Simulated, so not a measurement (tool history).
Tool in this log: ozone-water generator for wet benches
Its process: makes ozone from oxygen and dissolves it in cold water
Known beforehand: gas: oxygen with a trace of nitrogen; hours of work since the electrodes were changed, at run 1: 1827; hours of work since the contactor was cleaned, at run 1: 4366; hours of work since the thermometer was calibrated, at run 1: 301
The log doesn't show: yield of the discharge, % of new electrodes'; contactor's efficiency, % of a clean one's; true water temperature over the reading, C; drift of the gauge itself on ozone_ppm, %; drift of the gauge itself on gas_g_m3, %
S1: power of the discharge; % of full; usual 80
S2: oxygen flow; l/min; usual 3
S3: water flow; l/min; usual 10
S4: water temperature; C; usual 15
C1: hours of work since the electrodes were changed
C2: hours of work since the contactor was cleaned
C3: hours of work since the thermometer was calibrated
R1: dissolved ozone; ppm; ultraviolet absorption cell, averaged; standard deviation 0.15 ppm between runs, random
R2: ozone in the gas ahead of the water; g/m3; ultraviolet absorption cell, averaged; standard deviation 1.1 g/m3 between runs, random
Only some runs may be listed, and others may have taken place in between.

run,hour,S1,S2,S3,S4,C1,C2,C3,R1,R2
1,0,80,3,10,15,1827,4366,301,15.7,184.7
2,36.9,80,3,10,15,1857,4395,331,16.1,183.4
3,107.5,80,3,10,15,1913,4452,387,15.9,183.8
4,164.7,80,3,10,15,1959,4497,433,15.9,184.2
5,221.6,80,3,10,15,2004,4543,478,15.9,181.2
6,263.3,80,3,10,16,2037,4576,512,15.7,180.5
7,300.2,80,3,10,16,2067,4606,541,15.7,183.4
8,360.7,80,3,10,20,2115,4654,590,14.7,182.6
9,411.5,80,3,10,20,2156,4695,630,14.6,180.9
10,497.5,80,3,10,20,2225,4763,699,14.4,180.7
11,549.9,80,3,10,20,2267,4805,741,14.6,180.8
12,604.4,80,3,10,20,2310,4849,784,14.4,179.6
13,643.4,80,3,10,15,2341,4880,816,15.6,180.5
14,690.7,80,3,10,15,2379,4918,853,15.7,181.2
15,770.1,80,3,10,15,2443,4981,917,15.5,178.9
16,846,63,3,10,15,2503,5042,978,12.6,149.2
17,921.4,63,3,10,15,2564,5102,1038,12.9,148
18,984.7,80,2.03,10,15,2614,5153,1088,13.9,202.6
19,1070,67,2.53,12,8,2682,5221,1157,11.5,163.8
20,1140.5,75,3,7,15,2739,5277,1213,19.9,169.2
21,1198.8,75,3,7,15,2785,5324,1260,20.2,169.6
22,1248.9,75,3,7,15,2825,5364,1300,19.5,170.8
23,1313.7,44,2.7,13,19,2877,5416,1351,6.8,114.5
24,1381.1,44,2.7,13,19,2931,5470,1405,6.6,114
25,1440.1,44,2.7,13,19,2978,5517,1453,6.8,114.5
26,1526.5,50,1.88,8,19,3047,5586,1522,10.7,142
27,1609.7,86,3,10,15,3114,5652,1588,15.9,188.5
28,1651.9,55,3.02,6,22,3148,5686,1622,15.1,129.5
29,1732.2,59,2.49,14,8,3212,5750,1686,8.6,146.8
30,1816.6,59,2.49,14,8,3279,5818,1753,8.3,146.2
31,1865.5,59,2.49,14,8,3318,5857,1793,8.4,146.6
32,1938.8,80,2.19,10,22,3377,5916,1851,12.6,194.3
33,1989.8,94,2.19,10,10,3418,5956,1892,16.5,220.7
34,2074.2,48,3,9,15,3485,6024,1959,11,116.3

Consider 3 possible next runs. They are alternatives, not a sequence: every one starts from the tool as it was left by run 34. What does each give?
A,2131.9,48,3,9,15,3531,6070,2006,?,?
B,2131.9,71,1.98,6,15,3531,6070,2006,?,?
C,2131.9,48,3,8,16,3531,6070,2006,?,?

run,R1,R2
A,10.9,116
B,19.8,181.2
C,11.9,116.3
Stripped of hidden state, with their random variation kept, the same runs would have yielded:
run,R1,R2
A,12.7,122
B,23.4,195.4
C,13.8,122.4
